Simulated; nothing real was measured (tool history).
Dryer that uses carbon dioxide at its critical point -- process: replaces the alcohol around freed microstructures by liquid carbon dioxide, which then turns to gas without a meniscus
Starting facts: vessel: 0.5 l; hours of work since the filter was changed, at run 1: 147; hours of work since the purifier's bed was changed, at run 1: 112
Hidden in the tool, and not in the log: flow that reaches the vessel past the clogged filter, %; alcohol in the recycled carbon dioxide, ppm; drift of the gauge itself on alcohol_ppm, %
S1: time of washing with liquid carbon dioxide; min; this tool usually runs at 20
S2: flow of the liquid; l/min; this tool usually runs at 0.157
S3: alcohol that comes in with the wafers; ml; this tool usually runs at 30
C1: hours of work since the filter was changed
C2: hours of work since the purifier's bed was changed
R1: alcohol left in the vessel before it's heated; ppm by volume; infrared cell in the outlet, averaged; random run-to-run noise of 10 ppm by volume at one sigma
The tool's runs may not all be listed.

run 1 hour=0.0 | S1=20 S2=0.157 S3=30 | C1=147 C2=112 | R1=650
run 2 hour=9.6 | S1=20 S2=0.157 S3=30 | C1=150 C2=115 | R1=640
run 3 hour=18.0 | S1=20 S2=0.157 S3=30 | C1=153 C2=118 | R1=638
run 4 hour=28.5 | S1=20 S2=0.157 S3=114 | C1=157 C2=122 | R1=2413
run 5 hour=37.9 | S1=20 S2=0.157 S3=114 | C1=160 C2=126 | R1=2440
run 6 hour=44.7 | S1=20 S2=0.157 S3=114 | C1=163 C2=128 | R1=2514
run 7 hour=54.2 | S1=20 S2=0.157 S3=36 | C1=166 C2=131 | R1=799
run 8 hour=68.5 | S1=20 S2=0.157 S3=36 | C1=171 C2=137 | R1=798
run 9 hour=82.4 | S1=20 S2=0.157 S3=81 | C1=176 C2=142 | R1=1811
run 10 hour=92.5 | S1=20 S2=0.258 S3=30 | C1=180 C2=145 | R1=39
run 11 hour=103.6 | S1=20 S2=0.258 S3=30 | C1=184 C2=149 | R1=41
run 12 hour=112.4 | S1=20 S2=0.157 S3=118 | C1=187 C2=152 | R1=2544
run 13 hour=123.0 | S1=20 S2=0.156 S3=118 | C1=191 C2=156 | R1=2717
run 14 hour=133.6 | S1=20 S2=0.157 S3=30 | C1=195 C2=160 | R1=666
run 15 hour=144.2 | S1=20 S2=0.157 S3=30 | C1=199 C2=164 | R1=661
run 16 hour=153.0 | S1=20 S2=0.157 S3=64 | C1=202 C2=167 | R1=1452
run 17 hour=161.6 | S1=20 S2=0.157 S3=64 | C1=205 C2=170 | R1=1444
run 18 hour=175.1 | S1=20 S2=0.157 S3=64 | C1=210 C2=175 | R1=1398
run 19 hour=188.4 | S1=20 S2=0.157 S3=64 | C1=215 C2=180 | R1=1429
run 20 hour=197.9 | S1=20 S2=0.157 S3=64 | C1=218 C2=183 | R1=1467
run 21 hour=208.8 | S1=20 S2=0.169 S3=64 | C1=222 C2=187 | R1=1007
run 22 hour=220.8 | S1=20 S2=0.169 S3=64 | C1=226 C2=191 | R1=976
run 23 hour=227.6 | S1=20 S2=0.162 S3=30 | C1=229 C2=194 | R1=608
run 24 hour=237.3 | S1=20 S2=0.162 S3=30 | C1=232 C2=197 | R1=601
run 25 hour=244.1 | S1=19 S2=0.175 S3=30 | C1=235 C2=200 | R1=523
run 26 hour=256.6 | S1=23 S2=0.157 S3=30 | C1=239 C2=204 | R1=348
run 27 hour=268.2 | S1=15 S2=0.116 S3=28 | C1=243 C2=209 | R1=5044
run 28 hour=277.2 | S1=15 S2=0.116 S3=28 | C1=247 C2=212 | R1=5068
run 29 hour=287.0 | S1=20 S2=0.157 S3=27 | C1=250 C2=215 | R1=622
run 30 hour=296.5 | S1=20 S2=0.157 S3=27 | C1=254 C2=219 | R1=650
run 31 hour=304.7 | S1=20 S2=0.173 S3=27 | C1=257 C2=222 | R1=390
run 32 hour=318.1 | S1=20 S2=0.173 S3=27 | C1=261 C2=227 | R1=399

Forecast run 33:
run 33 hour=330.8 | S1=20 S2=0.131 S3=112 | C1=266 C2=231 | R1=?

R1: 5934 ppm by volume
Were there no unlogged condition in the tool, this run, its random variation unchanged, would have produced R1 5066 ppm by volume.
